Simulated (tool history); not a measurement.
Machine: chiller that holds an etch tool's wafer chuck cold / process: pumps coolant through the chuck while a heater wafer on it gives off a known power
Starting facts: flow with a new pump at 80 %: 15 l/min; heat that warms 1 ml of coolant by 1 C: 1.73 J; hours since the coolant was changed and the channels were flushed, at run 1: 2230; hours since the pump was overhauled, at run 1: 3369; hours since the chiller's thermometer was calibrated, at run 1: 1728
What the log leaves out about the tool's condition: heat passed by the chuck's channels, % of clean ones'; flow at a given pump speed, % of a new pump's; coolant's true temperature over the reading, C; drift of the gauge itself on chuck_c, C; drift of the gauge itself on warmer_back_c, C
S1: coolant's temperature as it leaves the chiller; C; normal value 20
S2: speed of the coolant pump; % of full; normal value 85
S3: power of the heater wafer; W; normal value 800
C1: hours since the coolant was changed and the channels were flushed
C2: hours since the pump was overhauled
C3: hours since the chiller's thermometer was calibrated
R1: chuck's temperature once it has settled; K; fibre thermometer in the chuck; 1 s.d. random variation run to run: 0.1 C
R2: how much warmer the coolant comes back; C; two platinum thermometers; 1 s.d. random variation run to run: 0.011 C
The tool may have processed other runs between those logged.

run	day	S1	S2	S3	C1	C2	C3	R1	R2
1	0.000	20	85	800	2230	3369	1728	301.05	1.80
2	2.117	20	85	800	2281	3420	1779	300.95	1.82
3	5.300	20	62	800	2357	3496	1855	302.65	2.44
4	8.362	20	62	800	2431	3570	1929	302.55	2.43
5	9.867	20	62	800	2467	3606	1965	302.85	2.45
6	11.575	20	62	800	2508	3647	2006	302.45	2.46
7	13.262	20	62	800	2549	3687	2046	302.85	2.46
8	15.838	20	62	800	2610	3749	2108	302.75	2.45
9	17.604	20	85	800	2653	3791	2151	301.15	1.80
10	21.058	20	85	800	2736	3874	2234	301.15	1.83
11	22.946	20	85	800	2781	3920	2279	300.95	1.82
12	26.300	20	85	800	2861	4000	2359	301.15	1.82
13	28.267	20	85	800	2909	4047	2407	301.45	1.82
14	31.571	20	85	800	2988	4127	2486	301.15	1.82
15	34.829	20	85	800	3066	4205	2564	301.05	1.83
16	36.888	20	85	728	3116	4254	2613	300.45	1.65
17	39.933	11	83	695	3189	4327	2687	291.15	1.63
# day 40.162: chiller's thermometer calibrated
18	41.417	11	64	622	3223	4362	30	291.85	1.88
19	44.858	11	64	622	3306	4444	113	291.85	1.88
20	47.208	11	64	622	3362	4501	169	291.65	1.87
21	49.404	11	64	622	3415	4554	222	291.85	1.85
22	50.946	20	70	909	3452	4591	259	303.75	2.51
23	53.558	19	67	638	3515	4653	321	299.85	1.85
24	56.242	24	77	952	3579	4718	386	307.55	2.39
# day 57.558: chiller's thermometer calibrated, once more
25	58.412	22	97	952	3630	4769	21	303.85	1.94
26	61.196	20	70	800	3697	4836	87	302.15	2.20
27	64.321	16	85	833	3772	4911	162	297.55	1.93
28	67.775	13	65	452	3855	4994	245	291.35	1.35
29	71.071	13	65	452	3934	5073	324	291.75	1.34
30	74.221	18	84	452	4010	5148	400	295.75	1.04
31	77.454	12	70	608	4087	5226	478	292.05	1.68

How would selected steps in R1 from run to run divide? Give the signed amount a tool lacking its hidden state would still show from settings, what came in and random variation, and the signed amount left for the hidden state, including any gauge scatter that is not in both of the compared results.
Run 16 -> 17: S1 20 -> 11, S2 85 -> 83, S3 728 -> 695. R1 -9.30 K: hidden state +0.00, all else -9.30.
Run 21 -> 22: S1 11 -> 20, S2 64 -> 70, S3 622 -> 909. R1 +11.90 K: hidden state +0.30, all else +11.60.
Run 23 -> 24: S1 19 -> 24, S2 67 -> 77, S3 638 -> 952. R1 +7.70 K: hidden state +0.40, all else +7.30.
Run 24 -> 25: S1 24 -> 22, S2 77 -> 97, chiller's thermometer calibrated, once more. R1 -3.70 K: hidden state -0.50, all else -3.20.
Run 27 -> 28: S1 16 -> 13, S2 85 -> 65, S3 833 -> 452. R1 -6.20 K: hidden state -0.40, all else -5.80.
